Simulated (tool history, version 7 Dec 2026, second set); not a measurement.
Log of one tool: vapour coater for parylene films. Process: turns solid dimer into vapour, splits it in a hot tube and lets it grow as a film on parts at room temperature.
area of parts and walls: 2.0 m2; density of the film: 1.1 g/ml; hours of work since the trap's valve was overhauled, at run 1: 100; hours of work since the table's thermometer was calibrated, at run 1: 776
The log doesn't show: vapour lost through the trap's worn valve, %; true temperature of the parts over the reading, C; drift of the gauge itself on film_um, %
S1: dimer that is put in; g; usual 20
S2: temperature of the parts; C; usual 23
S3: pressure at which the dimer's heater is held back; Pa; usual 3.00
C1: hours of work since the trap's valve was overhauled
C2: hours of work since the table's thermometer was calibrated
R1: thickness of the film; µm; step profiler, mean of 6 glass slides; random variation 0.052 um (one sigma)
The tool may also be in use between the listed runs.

run	hour	S1	S2	S3	C1	C2	R1
1	0.0	20	23	3.00	100	776	5.80
2	27.4	20	23	3.00	122	797	5.66
3	57.1	20	23	3.00	145	821	5.71
4	78.1	20	23	3.00	161	837	5.61
5	94.2	20	24	3.00	174	849	5.29
6	112.1	20	23	3.00	187	863	5.66
7	131.8	20	23	2.99	203	879	5.51
8	145.9	25	23	3.00	214	890	6.91
9	165.6	25	23	3.00	229	905	6.87
10	182.7	16	23	3.00	242	918	4.29
11	211.6	16	23	3.00	265	941	4.29
# hour 227.6: trap's valve overhauled
12	245.5	16	23	3.00	14	964	4.80
13	271.4	20	23	3.00	34	984	5.99
14	296.0	20	23	3.00	53	1003	6.02
15	322.0	20	23	11.54	73	1024	5.11
16	338.4	20	23	11.54	86	1036	5.13
17	361.1	20	23	3.00	104	1054	5.81
18	390.5	20	23	5.21	127	1077	5.43
19	410.3	20	23	5.21	142	1092	5.36
20	424.0	20	23	5.21	153	1103	5.38
21	453.8	20	34	5.21	176	1126	3.25
22	471.8	17	19	3.38	190	1140	5.60
23	485.0	12	16	8.23	200	1150	4.14
24	510.8	35	23	9.36	220	1170	8.71
25	524.3	15	19	5.92	231	1181	4.65
26	554.5	15	22	5.92	254	1204	3.97
27	576.9	16	23	2.33	272	1222	4.49
# hour 583.4: trap's valve overhauled
28	605.4	12	29	5.19	17	1241	2.61
29	621.1	18	25	2.76	29	1253	4.97
30	651.4	9	23	3.69	53	1277	2.65
31	672.6	15	23	3.78	69	1293	4.34
32	691.9	10	19	3.00	84	1308	3.49
33	705.3	10	19	3.00	95	1319	3.48
34	720.9	20	19	2.20	107	1331	7.24
35	736.5	14	18	3.07	119	1343	5.13
36	749.5	12	23	3.00	129	1353	3.39
37	765.3	20	23	8.54	142	1365	5.21
38	780.0	23	24	2.92	153	1377	6.27

3 ways to go on from here, each from the tool as it stands after run 38. What would each give?
A	795.6	11	28	8.49	165	1389	?
B	795.6	23	24	8.75	165	1389	?
C	795.6	23	31	2.92	165	1389	?

run	R1
A	2.24
B	5.63
C	4.63
Without the tool's hidden state the same runs would have given:
run	R1
A	2.36
B	5.92
C	4.86
